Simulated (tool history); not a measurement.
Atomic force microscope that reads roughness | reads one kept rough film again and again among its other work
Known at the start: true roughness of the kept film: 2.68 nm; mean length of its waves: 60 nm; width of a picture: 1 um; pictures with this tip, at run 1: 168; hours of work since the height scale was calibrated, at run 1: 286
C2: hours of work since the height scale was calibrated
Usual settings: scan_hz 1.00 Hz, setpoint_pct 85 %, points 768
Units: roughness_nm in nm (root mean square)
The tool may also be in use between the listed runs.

Run 1, hour 0.0: usual settings; pictures with this tip 168; C2 286. Result: roughness_nm 2.491 nm (root mean square).
At hour 3.7: new tip fitted.
Run 2, hour 10.6: usual settings; pictures with this tip 17; C2 293. Result: roughness_nm 2.548 nm (root mean square).
Run 3, hour 21.2: usual settings; pictures with this tip 42; C2 301. Result: roughness_nm 2.536 nm (root mean square).
Run 4, hour 26.3: usual settings; pictures with this tip 54; C2 305. Result: roughness_nm 2.536 nm (root mean square).
Run 5, hour 36.2: usual settings; pictures with this tip 77; C2 312. Result: roughness_nm 2.526 nm (root mean square).
Run 6, hour 47.0: usual settings; pictures with this tip 102; C2 320. Result: roughness_nm 2.514 nm (root mean square).
Run 7, hour 55.6: usual settings but points 355; pictures with this tip 123; C2 327. Result: roughness_nm 2.501 nm (root mean square).
Run 8, hour 61.4: usual settings but points 355; pictures with this tip 136; C2 331. Result: roughness_nm 2.500 nm (root mean square).
Run 9, hour 67.5: usual settings but points 507; pictures with this tip 151; C2 336. Result: roughness_nm 2.501 nm (root mean square).
Run 10, hour 75.5: usual settings but points 507; pictures with this tip 169; C2 342. Result: roughness_nm 2.486 nm (root mean square).
At hour 77.8: new tip fitted.
Run 11, hour 85.2: usual settings but points 507; pictures with this tip 17; C2 349. Result: roughness_nm 2.547 nm (root mean square).
Run 12, hour 93.9: usual settings but points 507; pictures with this tip 38; C2 355. Result: roughness_nm 2.532 nm (root mean square).
Run 13, hour 101.4: usual settings but points 507; pictures with this tip 55; C2 361. Result: roughness_nm 2.535 nm (root mean square).
Run 14, hour 113.2: usual settings but points 507; pictures with this tip 83; C2 369. Result: roughness_nm 2.519 nm (root mean square).
Run 15, hour 118.2: usual settings but points 507; pictures with this tip 95; C2 373. Result: roughness_nm 2.511 nm (root mean square).
Run 16, hour 129.8: usual settings but points 507; pictures with this tip 122; C2 382. Result: roughness_nm 2.499 nm (root mean square).
Run 17, hour 138.9: usual settings but points 507; pictures with this tip 143; C2 389. Result: roughness_nm 2.495 nm (root mean square).
At hour 140.7: height scale calibrated on a step standard.
Run 18, hour 149.7: usual settings but points 507; pictures with this tip 166; C2 7. Result: roughness_nm 2.488 nm (root mean square).
At hour 153.8: new tip fitted.
Run 19, hour 158.5: usual settings but points 507; pictures with this tip 11; C2 13. Result: roughness_nm 2.547 nm (root mean square).
At hour 165.2: height scale calibrated on a step standard, once more.
Run 20, hour 169.2: usual settings but points 507; pictures with this tip 34; C2 3. Result: roughness_nm 2.535 nm (root mean square).
Run 21, hour 175.0: usual settings but scan_hz 0.66 Hz, points 487; pictures with this tip 47; C2 7. Result: roughness_nm 2.549 nm (root mean square).
Run 22, hour 185.8: usual settings but scan_hz 1.53 Hz, setpoint_pct 82 %, points 877; pictures with this tip 73; C2 15. Result: roughness_nm 2.485 nm (root mean square).
Run 23, hour 192.9: usual settings but scan_hz 2.48 Hz, points 794; pictures with this tip 90; C2 21. Result: roughness_nm 2.387 nm (root mean square).
Run 24, hour 200.5: usual settings but scan_hz 2.42 Hz, setpoint_pct 80 %, points 415; pictures with this tip 107; C2 26. Result: roughness_nm 2.421 nm (root mean square).
Run 25, hour 211.2: usual settings but scan_hz 2.45 Hz, setpoint_pct 59 %, points 562; pictures with this tip 133; C2 34. Result: roughness_nm 2.538 nm (root mean square).
Run 26, hour 221.6: usual settings but scan_hz 2.45 Hz, setpoint_pct 59 %, points 562; pictures with this tip 157; C2 42. Result: roughness_nm 2.520 nm (root mean square).
Run 27, hour 228.4: usual settings but scan_hz 2.45 Hz, setpoint_pct 59 %, points 562; pictures with this tip 173; C2 47. Result: roughness_nm 2.517 nm (root mean square).
At hour 229.6: new tip fitted.
Run 28, hour 234.2: usual settings but scan_hz 2.45 Hz, setpoint_pct 59 %, points 562; pictures with this tip 11; C2 51. Result: roughness_nm 2.589 nm (root mean square).
Run 29, hour 243.8: usual settings but scan_hz 1.47 Hz, setpoint_pct 72 %, points 562; pictures with this tip 33; C2 58. Result: roughness_nm 2.555 nm (root mean square).
Run 30, hour 255.2: usual settings but scan_hz 1.14 Hz, setpoint_pct 59 %, points 594; pictures with this tip 60; C2 67. Result: roughness_nm 2.593 nm (root mean square).
Run 31, hour 263.1: usual settings but scan_hz 1.14 Hz, setpoint_pct 59 %, points 594; pictures with this tip 79; C2 73. Result: roughness_nm 2.590 nm (root mean square).
Run 32, hour 272.1: usual settings but scan_hz 0.57 Hz, setpoint_pct 65 %, points 618; pictures with this tip 100; C2 79. Result: roughness_nm 2.585 nm (root mean square).
Run 33, hour 279.4: usual settings but scan_hz 0.57 Hz, setpoint_pct 65 %, points 618; pictures with this tip 117; C2 85. Result: roughness_nm 2.576 nm (root mean square).
Run 34, hour 286.1: usual settings but scan_hz 0.57 Hz, setpoint_pct 65 %, points 618; pictures with this tip 133; C2 90. Result: roughness_nm 2.573 nm (root mean square).

Measured less the same run without the tool's hidden state. The same run-to-run variation is in both; the gauge's scatter may not be:
The hidden state here: radius of the tip, nm; height scale over the true one, %; drift of the gauge itself on roughness_nm, %.
run  roughness_nm
  1        -0.059
  2        +0.000
  3        -0.009
  4        -0.014
  5        -0.022
  6        -0.033
  7        -0.040
  8        -0.044
  9        -0.050
 10        -0.056
 11        -0.001
 12        -0.009
 13        -0.016
 14        -0.027
 15        -0.032
 16        -0.043
 17        -0.050
 18        -0.055
 19        +0.003
 20        -0.016
 21        -0.022
 22        -0.032
 23        -0.037
 24        -0.044
 25        -0.056
 26        -0.066
 27        -0.072
 28        -0.002
 29        -0.011
 30        -0.022
 31        -0.030
 32        -0.037
 33        -0.043
 34        -0.050
